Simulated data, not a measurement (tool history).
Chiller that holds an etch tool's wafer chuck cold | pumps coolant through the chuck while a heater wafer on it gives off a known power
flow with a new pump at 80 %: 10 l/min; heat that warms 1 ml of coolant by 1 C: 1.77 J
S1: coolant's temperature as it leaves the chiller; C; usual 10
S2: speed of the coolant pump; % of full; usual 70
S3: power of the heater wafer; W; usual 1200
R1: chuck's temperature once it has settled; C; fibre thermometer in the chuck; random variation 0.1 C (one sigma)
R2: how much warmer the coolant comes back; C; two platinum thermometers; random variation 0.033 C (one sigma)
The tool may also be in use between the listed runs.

run 1 hour=0.0 | S1=10 S2=70 S3=1200 | R1=19.5 R2=4.71
run 2 hour=114.4 | S1=10 S2=70 S3=1200 | R1=19.4 R2=4.71
run 3 hour=197.0 | S1=10 S2=70 S3=1200 | R1=19.2 R2=4.68
run 4 hour=284.0 | S1=10 S2=70 S3=1399 | R1=21.0 R2=5.53
run 5 hour=444.8 | S1=10 S2=66 S3=1200 | R1=19.8 R2=5.02
-- hour=455.5 chiller's thermometer calibrated
run 6 hour=635.9 | S1=10 S2=66 S3=1200 | R1=19.8 R2=5.10
run 7 hour=753.0 | S1=14 S2=75 S3=1271 | R1=23.1 R2=4.70
-- hour=842.3 chiller's thermometer calibrated, once more
run 8 hour=868.6 | S1=14 S2=76 S3=714 | R1=19.6 R2=2.59
run 9 hour=1029.5 | S1=14 S2=76 S3=714 | R1=19.6 R2=2.59
run 10 hour=1152.2 | S1=14 S2=76 S3=714 | R1=19.6 R2=2.73
run 11 hour=1307.2 | S1=12 S2=77 S3=655 | R1=17.1 R2=2.40

Forecast each of these 4 alternatives for the next run:
run A hour=1451.4 | S1=12 S2=77 S3=1293 | R1=? R2=?
run B hour=1451.4 | S1=12 S2=98 S3=1782 | R1=? R2=?
run C hour=1451.4 | S1=1 S2=76 S3=655 | R1=? R2=?
run D hour=1451.4 | S1=0 S2=70 S3=949 | R1=? R2=?

run=A R1=22.2 R2=4.69
run=B R1=23.2 R2=5.16
run=C R1=6.1 R2=2.44
run=D R1=8.0 R2=3.85
Without the tool's hidden state the same runs would have given:
run=A R1=20.9 R2=4.50
run=B R1=21.7 R2=4.96
run=C R1=5.4 R2=2.34
run=D R1=6.9 R2=3.70
